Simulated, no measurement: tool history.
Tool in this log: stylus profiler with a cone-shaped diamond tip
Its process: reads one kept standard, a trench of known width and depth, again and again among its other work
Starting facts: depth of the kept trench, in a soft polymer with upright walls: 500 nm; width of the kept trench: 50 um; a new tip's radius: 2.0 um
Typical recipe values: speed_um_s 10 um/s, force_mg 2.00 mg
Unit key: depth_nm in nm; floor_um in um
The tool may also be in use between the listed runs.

Run 1, hour 0.0: usual settings. Result: depth_nm 505.02 nm, floor_um 47.21 um.
Run 2, hour 24.0: usual settings. Result: depth_nm 505.36 nm, floor_um 47.27 um.
Run 3, hour 39.3: usual settings. Result: depth_nm 505.17 nm, floor_um 47.25 um.
Run 4, hour 62.3: usual settings. Result: depth_nm 505.08 nm, floor_um 47.20 um.
Run 5, hour 82.7: usual settings. Result: depth_nm 505.40 nm, floor_um 47.16 um.
Run 6, hour 101.8: usual settings. Result: depth_nm 505.48 nm, floor_um 47.19 um.
Run 7, hour 121.1: usual settings. Result: depth_nm 505.33 nm, floor_um 47.28 um.
Run 8, hour 132.9: usual settings. Result: depth_nm 505.47 nm, floor_um 47.16 um.
Run 9, hour 145.9: usual settings but speed_um_s 4 um/s. Result: depth_nm 505.24 nm, floor_um 47.21 um.
Run 10, hour 161.4: usual settings but speed_um_s 4 um/s. Result: depth_nm 505.25 nm, floor_um 47.24 um.
Run 11, hour 176.7: usual settings. Result: depth_nm 505.38 nm, floor_um 47.16 um.
Run 12, hour 199.4: usual settings. Result: depth_nm 505.52 nm, floor_um 47.19 um.
Run 13, hour 211.0: usual settings. Result: depth_nm 505.63 nm, floor_um 47.19 um.
Run 14, hour 232.7: usual settings. Result: depth_nm 505.37 nm, floor_um 47.13 um.
Run 15, hour 254.0: usual settings but speed_um_s 24 um/s. Result: depth_nm 505.32 nm, floor_um 47.05 um.
Run 16, hour 276.1: usual settings but speed_um_s 24 um/s, force_mg 2.90 mg. Result: depth_nm 506.87 nm, floor_um 47.15 um.
Run 17, hour 302.1: usual settings but speed_um_s 3 um/s. Result: depth_nm 505.69 nm, floor_um 47.19 um.
Run 18, hour 313.8: usual settings but speed_um_s 3 um/s. Result: depth_nm 505.57 nm, floor_um 47.18 um.
Run 19, hour 337.1: usual settings but speed_um_s 3 um/s. Result: depth_nm 505.69 nm, floor_um 47.23 um.
At hour 339.5: height scale calibrated on a step standard.
Run 20, hour 355.5: usual settings but speed_um_s 37 um/s. Result: depth_nm 506.36 nm, floor_um 47.08 um.
Run 21, hour 373.2: usual settings but speed_um_s 37 um/s. Result: depth_nm 506.35 nm, floor_um 47.11 um.
At hour 385.4: height scale calibrated on a step standard, once more.
Run 22, hour 390.3: usual settings but speed_um_s 36 um/s. Result: depth_nm 504.28 nm, floor_um 47.13 um.
Run 23, hour 404.6: usual settings but speed_um_s 2 um/s. Result: depth_nm 504.16 nm, floor_um 47.24 um.
Run 24, hour 420.6: usual settings but speed_um_s 15 um/s, force_mg 5.81 mg. Result: depth_nm 508.51 nm, floor_um 47.11 um.
Run 25, hour 438.3: usual settings but force_mg 1.55 mg. Result: depth_nm 503.26 nm, floor_um 47.19 um.
Run 26, hour 453.1: usual settings but speed_um_s 27 um/s, force_mg 5.10 mg. Result: depth_nm 507.72 nm, floor_um 47.17 um.
Run 27, hour 472.6: usual settings but speed_um_s 9 um/s, force_mg 1.25 mg. Result: depth_nm 503.31 nm, floor_um 47.21 um.
Run 28, hour 484.5: usual settings but speed_um_s 9 um/s, force_mg 1.25 mg. Result: depth_nm 503.20 nm, floor_um 47.14 um.
Run 29, hour 506.8: usual settings but speed_um_s 3 um/s, force_mg 5.59 mg. Result: depth_nm 508.37 nm, floor_um 47.17 um.
Run 30, hour 528.3: usual settings but speed_um_s 40 um/s, force_mg 4.05 mg. Result: depth_nm 506.86 nm, floor_um 47.15 um.

Forecast run 31:
Run 31, hour 548.2: usual settings but speed_um_s 2 um/s, force_mg 3.46 mg. Result: depth_nm ?, floor_um ?.

depth_nm: 506.43 nm
floor_um: 47.17 um
If the tool had no hidden condition, the same run with the same run-to-run variation would have returned depth_nm 506.15 nm, floor_um 47.36 um.
